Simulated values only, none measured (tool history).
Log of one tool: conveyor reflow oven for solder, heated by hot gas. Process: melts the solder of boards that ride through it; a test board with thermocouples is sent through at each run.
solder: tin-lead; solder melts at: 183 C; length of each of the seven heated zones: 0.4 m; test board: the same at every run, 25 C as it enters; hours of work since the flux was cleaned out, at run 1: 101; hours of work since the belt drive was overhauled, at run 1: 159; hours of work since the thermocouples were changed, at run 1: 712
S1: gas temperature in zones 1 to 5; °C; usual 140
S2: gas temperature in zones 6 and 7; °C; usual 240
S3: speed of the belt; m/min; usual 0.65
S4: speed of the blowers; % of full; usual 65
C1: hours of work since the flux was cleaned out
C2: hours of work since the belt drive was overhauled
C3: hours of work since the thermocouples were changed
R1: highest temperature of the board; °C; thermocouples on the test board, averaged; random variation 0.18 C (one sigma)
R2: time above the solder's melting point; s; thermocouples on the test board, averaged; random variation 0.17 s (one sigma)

{"run": 1, "hour": 0.0, "S1": 140, "S2": 240, "S3": 0.65, "S4": 65, "C1": 101, "C2": 159, "C3": 712, "R1": 227.8, "R2": 63.5}
{"run": 2, "hour": 65.2, "S1": 140, "S2": 240, "S3": 0.65, "S4": 73, "C1": 130, "C2": 188, "C3": 741, "R1": 229.8, "R2": 64.9}
{"run": 3, "hour": 115.3, "S1": 140, "S2": 240, "S3": 0.65, "S4": 66, "C1": 153, "C2": 211, "C3": 764, "R1": 228, "R2": 63.6}
{"run": 4, "hour": 158.3, "S1": 140, "S2": 252, "S3": 0.65, "S4": 65, "C1": 172, "C2": 230, "C3": 783, "R1": 238.7, "R2": 68.9}
{"run": 5, "hour": 211.6, "S1": 140, "S2": 252, "S3": 0.65, "S4": 65, "C1": 196, "C2": 254, "C3": 807, "R1": 239.3, "R2": 68.8}
{"run": 6, "hour": 265.3, "S1": 140, "S2": 229, "S3": 0.65, "S4": 65, "C1": 220, "C2": 278, "C3": 831, "R1": 217.8, "R2": 57.6}
{"run": 7, "hour": 306.8, "S1": 140, "S2": 229, "S3": 0.65, "S4": 65, "C1": 238, "C2": 296, "C3": 850, "R1": 217.6, "R2": 57.6}
{"run": 8, "hour": 345.9, "S1": 140, "S2": 240, "S3": 0.569, "S4": 65, "C1": 256, "C2": 314, "C3": 867, "R1": 231, "R2": 75.1}
{"run": 9, "hour": 415.0, "S1": 140, "S2": 253, "S3": 0.67, "S4": 51, "C1": 287, "C2": 345, "C3": 898, "R1": 234.6, "R2": 65}
{"run": 10, "hour": 455.7, "S1": 140, "S2": 253, "S3": 0.67, "S4": 51, "C1": 305, "C2": 363, "C3": 916, "R1": 234.3, "R2": 64.9}
{"run": 11, "hour": 537.0, "S1": 140, "S2": 253, "S3": 0.67, "S4": 51, "C1": 341, "C2": 399, "C3": 953, "R1": 234.6, "R2": 65.1}
{"hour": 567.9, "done": "thermocouples of zones 6 and 7 changed"}
{"run": 12, "hour": 573.2, "S1": 153, "S2": 240, "S3": 0.63, "S4": 67, "C1": 357, "C2": 415, "C3": 2, "R1": 230.5, "R2": 71.8}
{"run": 13, "hour": 613.2, "S1": 153, "S2": 240, "S3": 0.63, "S4": 67, "C1": 375, "C2": 433, "C3": 20, "R1": 230.4, "R2": 71.8}
{"hour": 632.4, "done": "flux residue cleaned out of gas plates and filters"}
{"run": 14, "hour": 674.3, "S1": 153, "S2": 240, "S3": 0.63, "S4": 67, "C1": 19, "C2": 458, "C3": 45, "R1": 230.9, "R2": 72}

Forecast each of these 5 alternatives for the next run:
{"run": "A", "hour": 732.3, "S1": 140, "S2": 249, "S3": 0.758, "S4": 54, "C1": 45, "C2": 484, "C3": 71, "R1": "?", "R2": "?"}
{"run": "B", "hour": 732.3, "S1": 154, "S2": 240, "S3": 0.751, "S4": 65, "C1": 45, "C2": 484, "C3": 71, "R1": "?", "R2": "?"}
{"run": "C", "hour": 732.3, "S1": 153, "S2": 240, "S3": 0.649, "S4": 67, "C1": 45, "C2": 484, "C3": 71, "R1": "?", "R2": "?"}
{"run": "D", "hour": 732.3, "S1": 140, "S2": 240, "S3": 0.576, "S4": 65, "C1": 45, "C2": 484, "C3": 71, "R1": "?", "R2": "?"}
{"run": "E", "hour": 732.3, "S1": 140, "S2": 229, "S3": 0.552, "S4": 58, "C1": 45, "C2": 484, "C3": 71, "R1": "?", "R2": "?"}

run=A R1=227.2 R2=53.5
run=B R1=225.7 R2=58
run=C R1=229.9 R2=69.4
run=D R1=230.8 R2=74
run=E R1=219.8 R2=70.6
Without the tool's hidden state the same runs would have given:
run=A R1=227.2 R2=53.5
run=B R1=225.7 R2=57.9
run=C R1=229.9 R2=69.4
run=D R1=230.8 R2=74
run=E R1=219.8 R2=70.6
